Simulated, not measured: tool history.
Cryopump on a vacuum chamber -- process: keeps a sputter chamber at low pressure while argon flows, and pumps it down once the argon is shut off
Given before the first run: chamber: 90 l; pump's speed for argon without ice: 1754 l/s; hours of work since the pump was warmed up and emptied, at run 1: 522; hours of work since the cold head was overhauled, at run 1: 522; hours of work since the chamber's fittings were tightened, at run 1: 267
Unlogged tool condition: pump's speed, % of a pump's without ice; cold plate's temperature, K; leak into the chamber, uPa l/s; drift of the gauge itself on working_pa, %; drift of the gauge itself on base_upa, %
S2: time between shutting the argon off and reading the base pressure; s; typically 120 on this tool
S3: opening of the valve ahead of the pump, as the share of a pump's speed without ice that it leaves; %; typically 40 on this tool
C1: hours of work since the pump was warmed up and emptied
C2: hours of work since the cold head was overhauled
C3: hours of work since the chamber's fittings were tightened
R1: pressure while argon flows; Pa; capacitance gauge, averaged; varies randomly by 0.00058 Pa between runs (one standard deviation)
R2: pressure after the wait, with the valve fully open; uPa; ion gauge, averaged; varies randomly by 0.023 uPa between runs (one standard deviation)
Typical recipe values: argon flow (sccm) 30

Run 1, hour 0: usual settings; C1 522; C2 522; C3 267. Result: R1 0.0759 Pa, R2 0.91 uPa.
Run 2, hour 73.8: usual settings but S2 24 s; C1 558; C2 558; C3 303. Result: R1 0.0763 Pa, R2 3.3 uPa.
Run 3, hour 165.9: usual settings but S2 24 s; C1 603; C2 603; C3 347. Result: R1 0.0774 Pa, R2 3.18 uPa.
Run 4, hour 269.5: usual settings but S2 24 s; C1 653; C2 653; C3 397. Result: R1 0.0772 Pa, R2 3.25 uPa.
Run 5, hour 381.7: usual settings but argon flow (sccm) 24; C1 707; C2 707; C3 452. Result: R1 0.0613 Pa, R2 0.93 uPa.
Run 6, hour 474.3: usual settings but S3 47 %; C1 752; C2 752; C3 496. Result: R1 0.0663 Pa, R2 0.89 uPa.
Run 7, hour 538.6: usual settings but S3 47 %; C1 783; C2 783; C3 527. Result: R1 0.0669 Pa, R2 0.96 uPa.
Run 8, hour 637.8: usual settings but S3 47 %; C1 831; C2 831; C3 575. Result: R1 0.0672 Pa, R2 0.99 uPa.
Run 9, hour 703.2: usual settings but S3 47 %; C1 863; C2 863; C3 607. Result: R1 0.0674 Pa, R2 0.99 uPa.
Run 10, hour 820: usual settings but S3 47 %; C1 919; C2 919; C3 664. Result: R1 0.0676 Pa, R2 1 uPa.
Run 11, hour 933.6: usual settings but S3 47 %; C1 974; C2 974; C3 719. Result: R1 0.0688 Pa, R2 1 uPa.
Run 12, hour 1048.7: usual settings but argon flow (sccm) 25, S3 47 %; C1 1030; C2 1030; C3 774. Result: R1 0.0577 Pa, R2 1.06 uPa.
Run 13, hour 1163: usual settings but argon flow (sccm) 25, S3 47 %; C1 1085; C2 1085; C3 830. Result: R1 0.0582 Pa, R2 1.04 uPa.
Run 14, hour 1261.7: usual settings but argon flow (sccm) 25, S3 47 %; C1 1133; C2 1133; C3 877. Result: R1 0.0585 Pa, R2 1.13 uPa.
At hour 1321.7: pump warmed up, emptied and cooled again.
Run 15, hour 1324.5: usual settings but argon flow (sccm) 25, S3 20 %; C1 1; C2 1161; C3 905. Result: R1 0.1203 Pa, R2 1 uPa.
Run 16, hour 1372.6: usual settings but argon flow (sccm) 28; C1 25; C2 1184; C3 929. Result: R1 0.0675 Pa, R2 0.98 uPa.
Run 17, hour 1435.6: usual settings but S2 93 s; C1 55; C2 1215; C3 959. Result: R1 0.0737 Pa, R2 1.15 uPa.
Run 18, hour 1509.6: usual settings but S2 35 s; C1 91; C2 1250; C3 995. Result: R1 0.073 Pa, R2 2.46 uPa.
Run 19, hour 1584.3: usual settings but argon flow (sccm) 44, S2 51 s, S3 35 %; C1 127; C2 1287; C3 1031. Result: R1 0.1221 Pa, R2 1.76 uPa.
Run 20, hour 1659.4: usual settings but S2 51 s; C1 163; C2 1323; C3 1067. Result: R1 0.0735 Pa, R2 1.84 uPa.
Run 21, hour 1762.9: usual settings but S2 51 s; C1 214; C2 1373; C3 1118. Result: R1 0.0738 Pa, R2 1.85 uPa.
Run 22, hour 1878: usual settings but argon flow (sccm) 15, S2 28 s, S3 25 %; C1 269; C2 1429; C3 1173. Result: R1 0.0584 Pa, R2 3.05 uPa.
Run 23, hour 1926.9: usual settings but argon flow (sccm) 15, S2 28 s, S3 25 %; C1 293; C2 1452; C3 1197. Result: R1 0.0587 Pa, R2 2.97 uPa.
Run 24, hour 2027.5: usual settings but argon flow (sccm) 15, S2 28 s, S3 25 %; C1 342; C2 1501; C3 1246. Result: R1 0.0593 Pa, R2 3.07 uPa.
Run 25, hour 2110.4: usual settings but argon flow (sccm) 20, S2 39 s, S3 51 %; C1 382; C2 1541; C3 1286. Result: R1 0.0403 Pa, R2 2.36 uPa.
Run 26, hour 2209.5: usual settings but argon flow (sccm) 20, S2 51 s, S3 46 %; C1 430; C2 1589; C3 1334. Result: R1 0.0446 Pa, R2 1.97 uPa.
Run 27, hour 2267.7: usual settings but argon flow (sccm) 19, S2 250 s, S3 56 %; C1 458; C2 1617; C3 1362. Result: R1 0.0349 Pa, R2 0.85 uPa.
Run 28, hour 2383.3: usual settings but argon flow (sccm) 20, S2 157 s, S3 21 %; C1 514; C2 1673; C3 1418. Result: R1 0.094 Pa, R2 1.03 uPa.
Run 29, hour 2434.6: usual settings but S2 132 s, S3 54 %; C1 539; C2 1698; C3 1443. Result: R1 0.0575 Pa, R2 1.11 uPa.
Run 30, hour 2494.6: usual settings but S2 164 s, S3 55 %; C1 568; C2 1727; C3 1472. Result: R1 0.0572 Pa, R2 1.02 uPa.
Run 31, hour 2558.2: usual settings but argon flow (sccm) 19, S2 191 s, S3 30 %; C1 598; C2 1758; C3 1502. Result: R1 0.0637 Pa, R2 0.97 uPa.
Run 32, hour 2619.8: usual settings but argon flow (sccm) 19, S2 191 s, S3 53 %; C1 628; C2 1788; C3 1532. Result: R1 0.0369 Pa, R2 0.96 uPa.
Run 33, hour 2724: usual settings but argon flow (sccm) 17, S2 56 s, S3 29 %; C1 679; C2 1838; C3 1583. Result: R1 0.059 Pa, R2 1.93 uPa.
Run 34, hour 2801.1: usual settings but argon flow (sccm) 17, S2 56 s, S3 29 %; C1 716; C2 1875; C3 1620. Result: R1 0.0599 Pa, R2 1.87 uPa.
Run 35, hour 2850.3: usual settings but argon flow (sccm) 29, S2 290 s; C1 740; C2 1899; C3 1644. Result: R1 0.0751 Pa, R2 0.93 uPa.

What if the next run were any one of these 3? Each begins from the tool's condition after run 35:
Run A, hour 2910: usual settings but argon flow (sccm) 41, S2 29 s, S3 25 %; C1 769; C2 1928; C3 1673. Result: R1 ?, R2 ?.
Run B, hour 2910: usual settings but argon flow (sccm) 15, S2 25 s; C1 769; C2 1928; C3 1673. Result: R1 ?, R2 ?.
Run C, hour 2910: usual settings but argon flow (sccm) 29, S2 290 s, S3 53 %; C1 769; C2 1928; C3 1673. Result: R1 ?, R2 ?.

run      R1    R2
  A  0.1646  3.12
  B  0.0391  3.42
  C   0.057   0.9
The same runs, with their run-to-run variation unchanged, on a tool lacking any hidden condition would have given:
run      R1    R2
  A  0.1569  2.62
  B  0.0363  2.94
  C  0.0516   0.4

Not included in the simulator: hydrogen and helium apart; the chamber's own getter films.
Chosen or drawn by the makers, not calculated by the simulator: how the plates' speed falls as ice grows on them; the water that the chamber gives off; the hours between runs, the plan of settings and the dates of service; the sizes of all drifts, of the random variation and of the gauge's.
